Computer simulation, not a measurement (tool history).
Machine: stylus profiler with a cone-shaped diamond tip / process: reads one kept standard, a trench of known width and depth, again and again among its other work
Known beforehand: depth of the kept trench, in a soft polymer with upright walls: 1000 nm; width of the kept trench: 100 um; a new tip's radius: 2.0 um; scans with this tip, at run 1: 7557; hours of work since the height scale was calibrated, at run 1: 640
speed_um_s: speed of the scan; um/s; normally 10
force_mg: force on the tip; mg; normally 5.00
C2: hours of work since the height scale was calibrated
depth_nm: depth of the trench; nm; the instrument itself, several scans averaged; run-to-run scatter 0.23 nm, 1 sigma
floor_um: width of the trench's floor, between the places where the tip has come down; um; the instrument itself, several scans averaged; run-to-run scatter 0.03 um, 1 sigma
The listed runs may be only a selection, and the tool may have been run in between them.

Run 1, hour 0.0: usual settings; scans with this tip 7557; C2 640. Result: depth_nm 1021.99 nm, floor_um 96.52 um.
Run 2, hour 101.9: usual settings but speed_um_s 11 um/s; scans with this tip 7821; C2 699. Result: depth_nm 1022.18 nm, floor_um 96.54 um.
Run 3, hour 173.9: usual settings but speed_um_s 21 um/s; scans with this tip 8008; C2 742. Result: depth_nm 1021.78 nm, floor_um 96.51 um.
Run 4, hour 265.0: usual settings but speed_um_s 21 um/s; scans with this tip 8244; C2 795. Result: depth_nm 1021.83 nm, floor_um 96.50 um.
Run 5, hour 310.5: usual settings but speed_um_s 21 um/s; scans with this tip 8362; C2 822. Result: depth_nm 1022.30 nm, floor_um 96.53 um.
Run 6, hour 381.5: usual settings but speed_um_s 21 um/s; scans with this tip 8546; C2 864. Result: depth_nm 1022.24 nm, floor_um 96.45 um.
Run 7, hour 427.7: usual settings; scans with this tip 8666; C2 891. Result: depth_nm 1022.00 nm, floor_um 96.51 um.
Run 8, hour 486.2: usual settings but force_mg 3.19 mg; scans with this tip 8817; C2 925. Result: depth_nm 1016.30 nm, floor_um 96.54 um.
Run 9, hour 535.2: usual settings; scans with this tip 8944; C2 954. Result: depth_nm 1022.17 nm, floor_um 96.54 um.
Run 10, hour 599.8: usual settings; scans with this tip 9111; C2 992. Result: depth_nm 1021.65 nm, floor_um 96.49 um.
Run 11, hour 702.2: usual settings; scans with this tip 9377; C2 1052. Result: depth_nm 1022.20 nm, floor_um 96.50 um.
At hour 744.3: height scale calibrated on a step standard.
Run 12, hour 777.0: usual settings but force_mg 2.63 mg; scans with this tip 9569; C2 19. Result: depth_nm 1014.34 nm, floor_um 96.46 um.
Run 13, hour 883.8: usual settings but force_mg 1.75 mg; scans with this tip 9846; C2 82. Result: depth_nm 1010.92 nm, floor_um 96.50 um.
Run 14, hour 995.2: usual settings but force_mg 1.75 mg; scans with this tip 10135; C2 147. Result: depth_nm 1011.09 nm, floor_um 96.46 um.
Run 15, hour 1072.9: usual settings but speed_um_s 12 um/s, force_mg 3.49 mg; scans with this tip 10336; C2 193. Result: depth_nm 1017.13 nm, floor_um 96.50 um.
Run 16, hour 1141.4: usual settings but speed_um_s 5 um/s, force_mg 8.29 mg; scans with this tip 10513; C2 233. Result: depth_nm 1031.18 nm, floor_um 96.46 um.
Run 17, hour 1242.4: usual settings but speed_um_s 15 um/s, force_mg 10.91 mg; scans with this tip 10775; C2 293. Result: depth_nm 1037.23 nm, floor_um 96.49 um.
Run 18, hour 1350.6: usual settings but speed_um_s 30 um/s, force_mg 7.09 mg; scans with this tip 11056; C2 356. Result: depth_nm 1027.66 nm, floor_um 96.50 um.
Run 19, hour 1433.0: usual settings but speed_um_s 7 um/s, force_mg 8.90 mg; scans with this tip 11269; C2 405. Result: depth_nm 1032.74 nm, floor_um 96.51 um.
Run 20, hour 1517.2: usual settings but speed_um_s 7 um/s, force_mg 8.90 mg; scans with this tip 11487; C2 454. Result: depth_nm 1032.63 nm, floor_um 96.54 um.
Run 21, hour 1616.0: usual settings but speed_um_s 7 um/s, force_mg 8.90 mg; scans with this tip 11743; C2 512. Result: depth_nm 1032.52 nm, floor_um 96.49 um.
Run 22, hour 1670.4: usual settings but speed_um_s 7 um/s, force_mg 8.90 mg; scans with this tip 11884; C2 544. Result: depth_nm 1032.36 nm, floor_um 96.55 um.
Run 23, hour 1731.0: usual settings but speed_um_s 7 um/s, force_mg 8.90 mg; scans with this tip 12041; C2 580. Result: depth_nm 1032.39 nm, floor_um 96.54 um.
Run 24, hour 1842.2: usual settings but speed_um_s 5 um/s; scans with this tip 12330; C2 645. Result: depth_nm 1022.03 nm, floor_um 96.50 um.
Run 25, hour 1906.3: usual settings but speed_um_s 39 um/s, force_mg 12.49 mg; scans with this tip 12495; C2 683. Result: depth_nm 1041.23 nm, floor_um 96.46 um.

Below are 3 alternative next runs, each starting from the tool's condition after run 25. Predict each:
Run A, hour 1982.6: usual settings but speed_um_s 39 um/s, force_mg 9.69 mg; scans with this tip 12693; C2 728. Result: depth_nm ?, floor_um ?.
Run B, hour 1982.6: usual settings but force_mg 2.05 mg; scans with this tip 12693; C2 728. Result: depth_nm ?, floor_um ?.
Run C, hour 1982.6: usual settings but speed_um_s 3 um/s, force_mg 13.06 mg; scans with this tip 12693; C2 728. Result: depth_nm ?, floor_um ?.

run  depth_nm  floor_um
  A   1034.71     96.50
  B   1012.39     96.47
  C   1042.44     96.57
Stripped of hidden state, with their random variation kept, the same runs would have yielded:
run  depth_nm  floor_um
  A   1034.72     96.51
  B   1012.39     96.47
  C   1042.45     96.57
